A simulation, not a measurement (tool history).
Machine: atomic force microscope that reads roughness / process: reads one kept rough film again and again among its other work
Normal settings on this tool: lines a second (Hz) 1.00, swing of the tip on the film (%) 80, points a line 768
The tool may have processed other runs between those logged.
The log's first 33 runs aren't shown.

run,day,lines a second (Hz),swing of the tip on the film (%),points a line,roughness of the kept film (nm (root mean square))
# day 23.433: new tip fitted
34,24.021,2.56,79,939,0.7046
35,24.712,1.19,62,939,0.7563
36,25.575,1.19,62,939,0.7548
# day 25.983: new tip fitted
37,26.333,1.19,62,939,0.7590
38,26.788,1.00,80,589,0.7421
39,27.525,1.00,80,466,0.7393
40,28.038,1.15,62,386,0.7546
# day 28.554: new tip fitted
41,28.554,1.00,64,600,0.7609
42,29.042,1.47,64,600,0.7541
43,29.779,1.47,57,573,0.7577
44,30.471,1.47,61,573,0.7539

Below are 4 alternative next runs, each starting from the tool's condition after run 44. Predict each:
# day 31.092: new tip fitted
A,31.350,2.80,80,1006,?
# day 31.092: new tip fitted
B,31.350,1.47,61,766,?
# day 31.092: new tip fitted
C,31.350,0.61,58,859,?
# day 31.092: new tip fitted
D,31.350,1.00,80,592,?

run,roughness of the kept film (nm (root mean square))
A,0.6964
B,0.7574
C,0.7683
D,0.7425
Stripped of hidden state, with their random variation kept, the same runs would have yielded:
run,roughness of the kept film (nm (root mean square))
A,0.6987
B,0.7600
C,0.7710
D,0.7451
